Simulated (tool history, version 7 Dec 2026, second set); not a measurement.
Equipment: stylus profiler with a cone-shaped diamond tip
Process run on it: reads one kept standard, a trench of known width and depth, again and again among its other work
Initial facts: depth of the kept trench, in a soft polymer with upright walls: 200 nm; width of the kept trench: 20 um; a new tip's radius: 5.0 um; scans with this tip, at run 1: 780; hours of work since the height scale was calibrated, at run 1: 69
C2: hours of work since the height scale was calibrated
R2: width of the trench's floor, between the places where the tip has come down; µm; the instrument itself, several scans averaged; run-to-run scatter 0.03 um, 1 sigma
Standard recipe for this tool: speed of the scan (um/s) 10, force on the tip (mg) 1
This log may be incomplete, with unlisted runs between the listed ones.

{"run": 1, "hour": 0.0, "speed of the scan (um/s)": 10, "force on the tip (mg)": 1, "scans with this tip": 780, "C2": 69, "depth of the trench (Å)": 2007.8, "R2": 17.03}
{"run": 2, "hour": 9.6, "speed of the scan (um/s)": 10, "force on the tip (mg)": 1.21, "scans with this tip": 838, "C2": 74, "depth of the trench (Å)": 2007.3, "R2": 16.99}
{"run": 3, "hour": 18.1, "speed of the scan (um/s)": 10, "force on the tip (mg)": 1.21, "scans with this tip": 890, "C2": 79, "depth of the trench (Å)": 2006.9, "R2": 17.05}
{"run": 4, "hour": 27.3, "speed of the scan (um/s)": 10, "force on the tip (mg)": 1, "scans with this tip": 945, "C2": 84, "depth of the trench (Å)": 2005.6, "R2": 17.03}
{"run": 5, "hour": 44.2, "speed of the scan (um/s)": 10, "force on the tip (mg)": 0.46, "scans with this tip": 1048, "C2": 93, "depth of the trench (Å)": 2002.5, "R2": 16.98}
{"run": 6, "hour": 54.0, "speed of the scan (um/s)": 13, "force on the tip (mg)": 1, "scans with this tip": 1107, "C2": 98, "depth of the trench (Å)": 2006.3, "R2": 16.96}
{"run": 7, "hour": 68.7, "speed of the scan (um/s)": 13, "force on the tip (mg)": 1, "scans with this tip": 1197, "C2": 106, "depth of the trench (Å)": 2005.3, "R2": 16.9}
{"run": 8, "hour": 85.7, "speed of the scan (um/s)": 4, "force on the tip (mg)": 1, "scans with this tip": 1300, "C2": 115, "depth of the trench (Å)": 2007, "R2": 17.03}
{"run": 9, "hour": 97.3, "speed of the scan (um/s)": 4, "force on the tip (mg)": 1, "scans with this tip": 1370, "C2": 121, "depth of the trench (Å)": 2007.3, "R2": 17}
{"run": 10, "hour": 115.6, "speed of the scan (um/s)": 4, "force on the tip (mg)": 1, "scans with this tip": 1481, "C2": 131, "depth of the trench (Å)": 2007.5, "R2": 16.98}
{"run": 11, "hour": 125.1, "speed of the scan (um/s)": 4, "force on the tip (mg)": 1, "scans with this tip": 1539, "C2": 136, "depth of the trench (Å)": 2006.8, "R2": 16.99}
{"run": 12, "hour": 135.5, "speed of the scan (um/s)": 4, "force on the tip (mg)": 1, "scans with this tip": 1602, "C2": 142, "depth of the trench (Å)": 2007.7, "R2": 16.97}
{"run": 13, "hour": 153.2, "speed of the scan (um/s)": 4, "force on the tip (mg)": 1, "scans with this tip": 1710, "C2": 151, "depth of the trench (Å)": 2008.6, "R2": 17.03}
{"run": 14, "hour": 172.2, "speed of the scan (um/s)": 4, "force on the tip (mg)": 1, "scans with this tip": 1825, "C2": 161, "depth of the trench (Å)": 2008.6, "R2": 16.97}
{"run": 15, "hour": 185.5, "speed of the scan (um/s)": 4, "force on the tip (mg)": 1, "scans with this tip": 1906, "C2": 168, "depth of the trench (Å)": 2006.8, "R2": 17}
{"run": 16, "hour": 199.9, "speed of the scan (um/s)": 10, "force on the tip (mg)": 1, "scans with this tip": 1994, "C2": 176, "depth of the trench (Å)": 2009, "R2": 16.91}
{"run": 17, "hour": 209.0, "speed of the scan (um/s)": 37, "force on the tip (mg)": 1, "scans with this tip": 2049, "C2": 181, "depth of the trench (Å)": 2008.5, "R2": 16.8}
{"run": 18, "hour": 227.7, "speed of the scan (um/s)": 37, "force on the tip (mg)": 1, "scans with this tip": 2162, "C2": 191, "depth of the trench (Å)": 2006.4, "R2": 16.77}
{"run": 19, "hour": 242.6, "speed of the scan (um/s)": 10, "force on the tip (mg)": 0.75, "scans with this tip": 2253, "C2": 199, "depth of the trench (Å)": 2008.5, "R2": 16.88}
{"run": 20, "hour": 260.6, "speed of the scan (um/s)": 10, "force on the tip (mg)": 0.75, "scans with this tip": 2362, "C2": 209, "depth of the trench (Å)": 2006.3, "R2": 16.9}
{"run": 21, "hour": 269.1, "speed of the scan (um/s)": 10, "force on the tip (mg)": 0.75, "scans with this tip": 2414, "C2": 213, "depth of the trench (Å)": 2007.8, "R2": 16.86}
{"run": 22, "hour": 278.3, "speed of the scan (um/s)": 10, "force on the tip (mg)": 0.75, "scans with this tip": 2469, "C2": 218, "depth of the trench (Å)": 2005.6, "R2": 16.85}
{"run": 23, "hour": 297.4, "speed of the scan (um/s)": 10, "force on the tip (mg)": 1, "scans with this tip": 2586, "C2": 228, "depth of the trench (Å)": 2007.2, "R2": 16.88}
{"run": 24, "hour": 308.7, "speed of the scan (um/s)": 3, "force on the tip (mg)": 2.07, "scans with this tip": 2654, "C2": 234, "depth of the trench (Å)": 2010.1, "R2": 16.91}
{"run": 25, "hour": 327.8, "speed of the scan (um/s)": 3, "force on the tip (mg)": 0.71, "scans with this tip": 2770, "C2": 245, "depth of the trench (Å)": 2006, "R2": 16.91}
{"run": 26, "hour": 341.9, "speed of the scan (um/s)": 8, "force on the tip (mg)": 0.42, "scans with this tip": 2855, "C2": 252, "depth of the trench (Å)": 2005.5, "R2": 16.87}
{"run": 27, "hour": 360.5, "speed of the scan (um/s)": 8, "force on the tip (mg)": 1.04, "scans with this tip": 2968, "C2": 262, "depth of the trench (Å)": 2008.1, "R2": 16.85}
{"run": 28, "hour": 373.6, "speed of the scan (um/s)": 8, "force on the tip (mg)": 1.04, "scans with this tip": 3048, "C2": 269, "depth of the trench (Å)": 2010, "R2": 16.82}
{"run": 29, "hour": 386.9, "speed of the scan (um/s)": 8, "force on the tip (mg)": 1.04, "scans with this tip": 3129, "C2": 276, "depth of the trench (Å)": 2006.9, "R2": 16.8}
{"run": 30, "hour": 397.1, "speed of the scan (um/s)": 8, "force on the tip (mg)": 1.04, "scans with this tip": 3191, "C2": 282, "depth of the trench (Å)": 2008.2, "R2": 16.89}
{"run": 31, "hour": 410.5, "speed of the scan (um/s)": 2, "force on the tip (mg)": 2.34, "scans with this tip": 3272, "C2": 289, "depth of the trench (Å)": 2012.9, "R2": 16.82}
{"run": 32, "hour": 421.8, "speed of the scan (um/s)": 2, "force on the tip (mg)": 2.34, "scans with this tip": 3341, "C2": 295, "depth of the trench (Å)": 2012.9, "R2": 16.86}
{"run": 33, "hour": 435.2, "speed of the scan (um/s)": 2, "force on the tip (mg)": 2.34, "scans with this tip": 3422, "C2": 302, "depth of the trench (Å)": 2011.1, "R2": 16.87}
{"run": 34, "hour": 449.8, "speed of the scan (um/s)": 2, "force on the tip (mg)": 2.34, "scans with this tip": 3511, "C2": 310, "depth of the trench (Å)": 2012.3, "R2": 16.82}
{"run": 35, "hour": 466.2, "speed of the scan (um/s)": 2, "force on the tip (mg)": 2.34, "scans with this tip": 3610, "C2": 319, "depth of the trench (Å)": 2012.2, "R2": 16.82}
{"run": 36, "hour": 474.2, "speed of the scan (um/s)": 2, "force on the tip (mg)": 2.34, "scans with this tip": 3659, "C2": 323, "depth of the trench (Å)": 2011.5, "R2": 16.82}
{"run": 37, "hour": 489.3, "speed of the scan (um/s)": 8, "force on the tip (mg)": 2.81, "scans with this tip": 3751, "C2": 331, "depth of the trench (Å)": 2013.3, "R2": 16.83}
{"run": 38, "hour": 501.4, "speed of the scan (um/s)": 2, "force on the tip (mg)": 2.65, "scans with this tip": 3824, "C2": 338, "depth of the trench (Å)": 2013.6, "R2": 16.81}
{"run": 39, "hour": 516.2, "speed of the scan (um/s)": 5, "force on the tip (mg)": 1.35, "scans with this tip": 3914, "C2": 346, "depth of the trench (Å)": 2010.9, "R2": 16.73}
{"run": 40, "hour": 533.0, "speed of the scan (um/s)": 5, "force on the tip (mg)": 1.35, "scans with this tip": 4016, "C2": 355, "depth of the trench (Å)": 2010.1, "R2": 16.78}
{"run": 41, "hour": 543.9, "speed of the scan (um/s)": 5, "force on the tip (mg)": 1.35, "scans with this tip": 4083, "C2": 361, "depth of the trench (Å)": 2011, "R2": 16.79}
{"run": 42, "hour": 555.6, "speed of the scan (um/s)": 5, "force on the tip (mg)": 1.35, "scans with this tip": 4153, "C2": 367, "depth of the trench (Å)": 2011.7, "R2": 16.72}
{"run": 43, "hour": 563.7, "speed of the scan (um/s)": 10, "force on the tip (mg)": 0.5, "scans with this tip": 4203, "C2": 371, "depth of the trench (Å)": 2006.2, "R2": 16.78}
{"run": 44, "hour": 573.7, "speed of the scan (um/s)": 10, "force on the tip (mg)": 0.5, "scans with this tip": 4263, "C2": 377, "depth of the trench (Å)": 2006, "R2": 16.67}
{"run": 45, "hour": 584.4, "speed of the scan (um/s)": 11, "force on the tip (mg)": 0.82, "scans with this tip": 4328, "C2": 382, "depth of the trench (Å)": 2006.2, "R2": 16.78}
{"run": 46, "hour": 593.3, "speed of the scan (um/s)": 2, "force on the tip (mg)": 1.83, "scans with this tip": 4382, "C2": 387, "depth of the trench (Å)": 2012.5, "R2": 16.76}

Alternative continuations, all from the tool just after run 46; predict every row:
{"run": "A", "hour": 602.3, "speed of the scan (um/s)": 3, "force on the tip (mg)": 2.02, "scans with this tip": 4437, "C2": 392, "depth of the trench (Å)": "?", "R2": "?"}
{"run": "B", "hour": 602.3, "speed of the scan (um/s)": 6, "force on the tip (mg)": 1, "scans with this tip": 4437, "C2": 392, "depth of the trench (Å)": "?", "R2": "?"}
{"run": "C", "hour": 602.3, "speed of the scan (um/s)": 8, "force on the tip (mg)": 0.79, "scans with this tip": 4437, "C2": 392, "depth of the trench (Å)": "?", "R2": "?"}
{"run": "D", "hour": 602.3, "speed of the scan (um/s)": 3, "force on the tip (mg)": 0.35, "scans with this tip": 4437, "C2": 392, "depth of the trench (Å)": "?", "R2": "?"}
{"run": "E", "hour": 602.3, "speed of the scan (um/s)": 3, "force on the tip (mg)": 1, "scans with this tip": 4437, "C2": 392, "depth of the trench (Å)": "?", "R2": "?"}

run=A depth_of_the_trench_(Å)=2011.7 R2=16.82
run=B depth_of_the_trench_(Å)=2007.9 R2=16.7
run=C depth_of_the_trench_(Å)=2008.4 R2=16.77
run=D depth_of_the_trench_(Å)=2004.8 R2=16.74
run=E depth_of_the_trench_(Å)=2009 R2=16.78
What these runs would have given with no unlogged condition in the tool:
run=A depth_of_the_trench_(Å)=2009.2 R2=17.25
run=B depth_of_the_trench_(Å)=2005.4 R2=17.13
run=C depth_of_the_trench_(Å)=2005.9 R2=17.2
run=D depth_of_the_trench_(Å)=2002.4 R2=17.17
run=E depth_of_the_trench_(Å)=2006.6 R2=17.2
